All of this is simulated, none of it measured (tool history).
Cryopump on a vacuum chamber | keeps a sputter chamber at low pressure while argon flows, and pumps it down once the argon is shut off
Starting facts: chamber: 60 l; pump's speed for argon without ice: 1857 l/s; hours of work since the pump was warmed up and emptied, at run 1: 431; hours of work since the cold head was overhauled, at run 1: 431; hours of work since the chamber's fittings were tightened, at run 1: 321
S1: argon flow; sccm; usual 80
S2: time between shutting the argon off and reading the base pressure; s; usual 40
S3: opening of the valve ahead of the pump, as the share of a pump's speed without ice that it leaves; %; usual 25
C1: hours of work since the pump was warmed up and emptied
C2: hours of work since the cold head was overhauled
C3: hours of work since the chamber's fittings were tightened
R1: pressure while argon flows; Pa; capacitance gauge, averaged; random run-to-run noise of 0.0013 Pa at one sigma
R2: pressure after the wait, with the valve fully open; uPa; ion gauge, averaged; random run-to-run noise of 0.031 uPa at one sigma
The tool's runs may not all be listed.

{"run": 1, "hour": 0.0, "S1": 80, "S2": 40, "S3": 25, "C1": 431, "C2": 431, "C3": 321, "R1": 0.3064, "R2": 2.03}
{"run": 2, "hour": 38.4, "S1": 52, "S2": 40, "S3": 25, "C1": 458, "C2": 458, "C3": 348, "R1": 0.2007, "R2": 2.02}
{"run": 3, "hour": 64.2, "S1": 56, "S2": 40, "S3": 25, "C1": 476, "C2": 476, "C3": 366, "R1": 0.216, "R2": 2.02}
{"run": 4, "hour": 86.5, "S1": 56, "S2": 40, "S3": 25, "C1": 491, "C2": 491, "C3": 382, "R1": 0.217, "R2": 2.03}
{"run": 5, "hour": 118.0, "S1": 56, "S2": 40, "S3": 25, "C1": 513, "C2": 513, "C3": 404, "R1": 0.2187, "R2": 2.07}
{"run": 6, "hour": 149.5, "S1": 87, "S2": 40, "S3": 25, "C1": 536, "C2": 536, "C3": 426, "R1": 0.3372, "R2": 2.06}
{"run": 7, "hour": 178.0, "S1": 87, "S2": 40, "S3": 25, "C1": 556, "C2": 556, "C3": 446, "R1": 0.3402, "R2": 2.1}
{"run": 8, "hour": 227.2, "S1": 87, "S2": 40, "S3": 25, "C1": 590, "C2": 590, "C3": 480, "R1": 0.3425, "R2": 2.16}
{"run": 9, "hour": 276.3, "S1": 87, "S2": 40, "S3": 25, "C1": 625, "C2": 625, "C3": 515, "R1": 0.3445, "R2": 2.28}
{"run": 10, "hour": 314.1, "S1": 87, "S2": 40, "S3": 25, "C1": 651, "C2": 651, "C3": 541, "R1": 0.3449, "R2": 2.25}
{"run": 11, "hour": 354.4, "S1": 80, "S2": 40, "S3": 25, "C1": 679, "C2": 679, "C3": 570, "R1": 0.3205, "R2": 2.27}
{"run": 12, "hour": 379.0, "S1": 80, "S2": 40, "S3": 25, "C1": 697, "C2": 697, "C3": 587, "R1": 0.3197, "R2": 2.39}
{"run": 13, "hour": 416.7, "S1": 80, "S2": 40, "S3": 25, "C1": 723, "C2": 723, "C3": 613, "R1": 0.3207, "R2": 2.32}
{"run": 14, "hour": 466.0, "S1": 80, "S2": 40, "S3": 25, "C1": 758, "C2": 758, "C3": 648, "R1": 0.321, "R2": 2.52}
{"run": 15, "hour": 514.2, "S1": 80, "S2": 40, "S3": 25, "C1": 792, "C2": 792, "C3": 682, "R1": 0.3261, "R2": 2.48}
{"run": 16, "hour": 543.9, "S1": 88, "S2": 27, "S3": 24, "C1": 812, "C2": 812, "C3": 703, "R1": 0.3737, "R2": 3.29}
{"hour": 556.2, "done": "pump warmed up, emptied and cooled again"}
{"run": 17, "hour": 570.1, "S1": 53, "S2": 55, "S3": 24, "C1": 10, "C2": 827, "C3": 717, "R1": 0.2018, "R2": 1.84}
{"run": 18, "hour": 610.8, "S1": 80, "S2": 40, "S3": 28, "C1": 38, "C2": 856, "C3": 746, "R1": 0.2628, "R2": 2.24}
{"run": 19, "hour": 655.5, "S1": 80, "S2": 23, "S3": 28, "C1": 70, "C2": 887, "C3": 777, "R1": 0.2617, "R2": 3.39}
{"run": 20, "hour": 682.9, "S1": 41, "S2": 93, "S3": 20, "C1": 89, "C2": 906, "C3": 797, "R1": 0.1891, "R2": 1.47}
{"run": 21, "hour": 707.5, "S1": 41, "S2": 217, "S3": 20, "C1": 106, "C2": 924, "C3": 814, "R1": 0.1877, "R2": 1.16}
{"run": 22, "hour": 744.3, "S1": 41, "S2": 217, "S3": 20, "C1": 132, "C2": 949, "C3": 840, "R1": 0.1879, "R2": 1.19}
{"run": 23, "hour": 768.4, "S1": 76, "S2": 87, "S3": 20, "C1": 149, "C2": 966, "C3": 857, "R1": 0.3524, "R2": 1.64}
{"run": 24, "hour": 799.3, "S1": 76, "S2": 87, "S3": 20, "C1": 171, "C2": 988, "C3": 878, "R1": 0.3526, "R2": 1.65}
{"run": 25, "hour": 832.8, "S1": 91, "S2": 40, "S3": 28, "C1": 194, "C2": 1012, "C3": 902, "R1": 0.3037, "R2": 2.48}
{"run": 26, "hour": 870.6, "S1": 91, "S2": 40, "S3": 28, "C1": 221, "C2": 1038, "C3": 928, "R1": 0.3045, "R2": 2.45}
{"run": 27, "hour": 902.9, "S1": 91, "S2": 40, "S3": 28, "C1": 243, "C2": 1061, "C3": 951, "R1": 0.3056, "R2": 2.5}

Alternative continuations, all from the tool just after run 27; predict every row:
{"run": "A", "hour": 927.8, "S1": 54, "S2": 98, "S3": 22, "C1": 261, "C2": 1078, "C3": 968, "R1": "?", "R2": "?"}
{"run": "B", "hour": 927.8, "S1": 80, "S2": 106, "S3": 21, "C1": 261, "C2": 1078, "C3": 968, "R1": "?", "R2": "?"}
{"run": "C", "hour": 927.8, "S1": 64, "S2": 76, "S3": 19, "C1": 261, "C2": 1078, "C3": 968, "R1": "?", "R2": "?"}
{"run": "D", "hour": 927.8, "S1": 91, "S2": 40, "S3": 36, "C1": 261, "C2": 1078, "C3": 968, "R1": "?", "R2": "?"}

run=A R1=0.2305 R2=1.71
run=B R1=0.3571 R2=1.65
run=C R1=0.3137 R2=1.89
run=D R1=0.2417 R2=2.59
Had the tool no hidden state, the same runs would have come out as:
run=A R1=0.224 R2=0.76
run=B R1=0.3476 R2=0.71
run=C R1=0.306 R2=0.94
run=D R1=0.2308 R2=1.63
